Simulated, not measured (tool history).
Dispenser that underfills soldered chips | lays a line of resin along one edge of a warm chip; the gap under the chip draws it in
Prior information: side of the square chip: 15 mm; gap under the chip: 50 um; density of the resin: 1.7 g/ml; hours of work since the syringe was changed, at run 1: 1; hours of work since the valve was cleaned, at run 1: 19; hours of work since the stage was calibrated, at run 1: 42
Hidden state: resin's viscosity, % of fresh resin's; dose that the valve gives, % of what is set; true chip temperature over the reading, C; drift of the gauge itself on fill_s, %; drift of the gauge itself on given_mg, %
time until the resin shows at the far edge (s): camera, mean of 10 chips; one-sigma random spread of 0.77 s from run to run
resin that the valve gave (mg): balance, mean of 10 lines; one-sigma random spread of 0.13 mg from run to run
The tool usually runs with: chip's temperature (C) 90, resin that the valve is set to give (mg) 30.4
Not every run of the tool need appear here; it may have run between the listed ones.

run	hour	chip's temperature (C)	resin that the valve is set to give (mg)	hours of work since the syringe was changed	hours of work since the valve was cleaned	hours of work since the stage was calibrated	time until the resin shows at the far edge (s)	resin that the valve gave (mg)
1	0.0	90	30.4	1	19	42	77.5	30.24
2	4.2	90	38.3	4	22	44	90.0	38.22
3	7.8	90	38.6	6	24	47	98.6	38.11
4	13.0	90	38.6	9	27	50	118.4	38.14
5	16.7	90	38.6	11	29	52	133.4	38.28
# hour 18.2: new syringe of resin
6	21.3	90	38.6	2	32	55	81.3	38.19
7	23.7	90	36.9	3	33	56	84.6	36.57
8	26.5	90	36.9	5	35	58	94.5	36.48
9	31.8	90	36.9	8	38	61	113.3	36.30
10	35.6	77	30.4	11	41	63	218.8	30.03
# hour 38.5: new syringe of resin
11	40.5	80	30.4	1	44	66	118.2	29.93
12	43.8	81	30.4	3	45	68	126.7	29.67
13	47.1	81	30.4	5	48	70	140.9	29.85
14	52.1	81	30.4	8	51	73	164.7	29.96
15	56.5	90	34.0	11	53	76	130.8	33.25
# hour 58.7: new syringe of resin
16	61.8	90	34.0	2	56	79	81.4	33.40
17	67.4	90	34.0	5	60	82	96.8	33.44
18	71.8	90	30.4	8	62	85	115.3	29.77
19	76.4	90	30.4	11	65	88	130.5	29.57
# hour 78.7: new syringe of resin
20	80.1	104	29.8	1	67	90	44.9	28.98
21	83.8	95	27.7	3	70	92	70.8	26.93
22	86.8	82	29.6	5	71	94	131.7	29.03
23	90.8	76	30.1	7	74	96	195.4	29.28
24	95.0	76	30.1	10	76	99	224.2	29.17
25	97.5	76	30.1	11	78	101	241.2	29.44
# hour 99.0: new syringe of resin
26	101.4	78	34.4	1	80	103	128.4	33.19
27	106.4	104	29.0	5	83	106	55.2	27.91
28	111.7	104	29.0	8	86	109	64.7	28.15
29	115.6	77	29.1	10	89	111	215.1	28.11
# hour 119.3: new syringe of resin
30	121.2	77	29.1	1	92	115	138.2	27.99
31	123.6	77	29.1	3	94	116	145.6	28.23
32	129.2	78	38.8	6	97	120	169.1	37.31
33	133.7	78	38.8	9	100	122	191.3	37.27
34	136.2	77	32.9	10	101	124	218.4	31.70
# hour 139.4: new syringe of resin
35	140.9	77	32.9	1	104	126	135.2	31.41
36	144.7	77	32.9	3	106	129	146.6	31.60
37	147.3	85	29.3	5	108	130	118.2	28.30
38	149.9	95	26.2	6	109	132	88.2	25.14

Each run again, without the hidden state but with its own random variation kept:
run	time until the resin shows at the far edge (s)	resin that the valve gave (mg)
1	70.1	30.45
2	71.0	38.53
3	69.2	38.45
4	70.2	38.53
5	70.3	38.70
6	71.4	38.64
7	68.9	37.03
8	70.2	36.95
9	70.9	36.81
10	120.6	30.47
11	107.2	30.41
12	103.4	30.16
13	103.1	30.37
14	102.4	30.52
15	70.4	33.90
16	70.3	34.09
17	69.8	34.18
18	72.2	30.46
19	70.2	30.28
20	42.1	29.69
21	58.3	27.62
22	98.6	29.79
23	128.5	30.08
24	128.0	29.99
25	127.3	30.28
26	114.6	34.17
27	41.9	28.77
28	41.4	29.05
29	120.3	29.03
30	123.4	28.94
31	120.2	29.20
32	116.8	38.65
33	113.8	38.63
34	120.1	32.88
35	123.7	32.62
36	118.6	32.84
37	87.9	29.42
38	60.1	26.15
